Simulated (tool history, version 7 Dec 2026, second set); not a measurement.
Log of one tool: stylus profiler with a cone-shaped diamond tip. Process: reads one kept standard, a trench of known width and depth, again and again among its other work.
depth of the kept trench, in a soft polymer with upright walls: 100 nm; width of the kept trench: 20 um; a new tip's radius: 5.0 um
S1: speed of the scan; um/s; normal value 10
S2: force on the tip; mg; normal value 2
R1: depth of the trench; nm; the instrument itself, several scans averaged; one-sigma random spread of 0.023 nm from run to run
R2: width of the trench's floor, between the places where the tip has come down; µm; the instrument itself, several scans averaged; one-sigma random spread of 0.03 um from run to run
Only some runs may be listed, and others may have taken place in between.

run    hour  S1    S2      R1     R2
  1       0  10     2  101.18  17.54
  2    56.2  10     2  101.19  17.53
  3   138.4  10     2  101.19  17.44
  4   210.6  10     2  101.23  17.41
  5   275.4  10     2  101.16  17.41
  6   337.9  10  1.05  100.83  17.37
  7   448.9  10  2.26   101.3  17.31
  8   505.3  11     2  101.24  17.37
  9   608.8  10  1.24  100.95  17.21
 10   675.4  10  1.24  100.97  17.19
 11   788.7  10  1.24  100.97  17.18
 12   878.6  10     2  101.26  17.14
 13   940.7  10     2  101.25  17.04
 14  1026.4   7  1.07  100.88  17.04
 15  1147.8   3  1.65  101.27  16.99
 16  1211.6   6  3.63  101.95  16.97
 17    1315   2  2.74  101.69  16.86
 18  1368.6   2  2.74  101.71  16.98
 19  1452.2  15  0.82  100.96   16.8
 20    1517  15  0.82     101  16.81
 21  1618.1  10  5.86  102.65  16.82
 22  1748.9   9  1.53  101.25  16.72
 23  1824.4  16  0.77  100.56  16.67
 24  1889.5   3  0.97  100.71  16.71
 25  1972.4   3  0.97  100.69  16.72
 26  2053.8   3  0.97   100.7  16.65

Taken out of this log: 2 entries between the listed runs. Where each belongs, and how the hidden state differs across it:
After run 14, before run 15: height scale calibrated on a step standard (hour 1146.1)
  radius of the tip, um: 10.87 -> 11.25; height scale over the true one, %: 0.174 -> 0.312
  measured value less the no-hidden-state value, R1: +0.18 -> +0.32 nm; R2: -0.95 -> -1.01 µm
After run 22, before run 23: height scale calibrated on a step standard, once more (hour 1803.7)
  radius of the tip, um: 13.27 -> 13.52; height scale over the true one, %: 0.362 -> -0.02
  measured value less the no-hidden-state value, R1: +0.36 -> -0.02 nm; R2: -1.26 -> -1.3 µm

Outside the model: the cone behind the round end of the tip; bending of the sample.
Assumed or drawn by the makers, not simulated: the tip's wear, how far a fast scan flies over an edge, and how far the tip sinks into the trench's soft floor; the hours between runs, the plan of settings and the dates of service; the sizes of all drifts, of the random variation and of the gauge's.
